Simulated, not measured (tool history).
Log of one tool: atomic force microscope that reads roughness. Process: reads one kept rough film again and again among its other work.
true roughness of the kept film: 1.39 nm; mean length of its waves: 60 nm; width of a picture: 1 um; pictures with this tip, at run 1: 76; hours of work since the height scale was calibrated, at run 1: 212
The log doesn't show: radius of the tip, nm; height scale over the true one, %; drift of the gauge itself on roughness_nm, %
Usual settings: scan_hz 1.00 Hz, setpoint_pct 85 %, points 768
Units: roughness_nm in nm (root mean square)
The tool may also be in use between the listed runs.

run,hour,scan_hz,setpoint_pct,points,pictures with this tip,hours of work since the height scale was calibrated,roughness_nm
1,0.0,1.00,85,768,76,212,1.225
2,21.8,1.00,85,768,103,222,1.235
3,33.1,1.00,85,768,117,227,1.226
4,52.7,2.37,85,768,142,235,1.076
# hour 65.2: new tip fitted
5,74.5,2.37,85,768,11,245,1.076
6,92.7,1.00,85,768,34,253,1.232
7,104.5,1.00,85,768,49,258,1.229
8,124.4,1.00,85,768,74,267,1.219
9,138.1,1.04,85,768,91,273,1.220
10,160.8,1.00,81,768,119,283,1.251
11,181.1,1.00,81,768,145,292,1.251
# hour 191.9: new tip fitted
12,205.3,1.00,81,768,16,302,1.247
13,222.2,1.00,85,446,38,309,1.220
14,246.1,1.00,85,446,67,320,1.225
15,267.1,1.00,85,446,94,329,1.228
16,285.7,1.00,85,446,117,337,1.213
17,303.8,1.60,85,446,140,345,1.159
18,316.0,1.60,85,446,155,351,1.154
# hour 318.1: new tip fitted
19,337.3,1.60,85,446,24,360,1.151
20,355.8,1.00,85,768,47,368,1.233
21,378.0,1.00,85,768,75,378,1.224
22,398.2,1.00,85,478,100,387,1.231
23,421.2,1.00,85,478,129,397,1.235
# hour 443.1: new tip fitted
24,443.5,1.41,85,768,0,406,1.190
25,462.1,1.41,85,768,24,414,1.181
26,483.2,0.88,85,362,50,424,1.231
27,503.0,0.88,85,362,75,432,1.253
28,517.9,0.83,79,768,93,439,1.276
29,530.8,1.10,73,768,110,445,1.285
30,549.7,0.58,73,768,133,453,1.330
31,563.9,0.52,80,768,151,459,1.309
# hour 568.5: new tip fitted
32,585.9,1.00,82,621,22,469,1.257
33,605.5,2.02,67,916,46,477,1.254
34,628.6,1.00,85,921,75,487,1.230
35,640.5,2.38,85,768,90,493,1.067
36,657.4,3.90,85,768,111,500,0.947
37,668.7,3.90,85,768,126,505,0.949
38,689.8,3.90,85,768,152,514,0.948
# hour 693.7: new tip fitted
39,713.1,1.64,80,427,24,524,1.191
40,730.1,3.18,81,768,46,532,1.051
41,744.5,1.00,66,1000,64,538,1.314
42,758.6,1.00,66,1000,81,544,1.309
43,770.6,2.18,66,610,96,550,1.259
44,787.2,1.17,75,768,117,557,1.269
45,797.3,0.87,88,813,130,561,1.222

Forecast each of these 5 alternatives for the next run:
A,807.4,1.34,85,768,142,566,?
B,807.4,2.50,56,505,142,566,?
C,807.4,1.12,62,291,142,566,?
D,807.4,0.87,88,341,142,566,?
E,807.4,1.00,75,768,142,566,?

run,roughness_nm
A,1.189
B,1.297
C,1.312
D,1.209
E,1.264
Without the tool's hidden state the same runs would have given:
run,roughness_nm
A,1.192
B,1.301
C,1.316
D,1.213
E,1.268
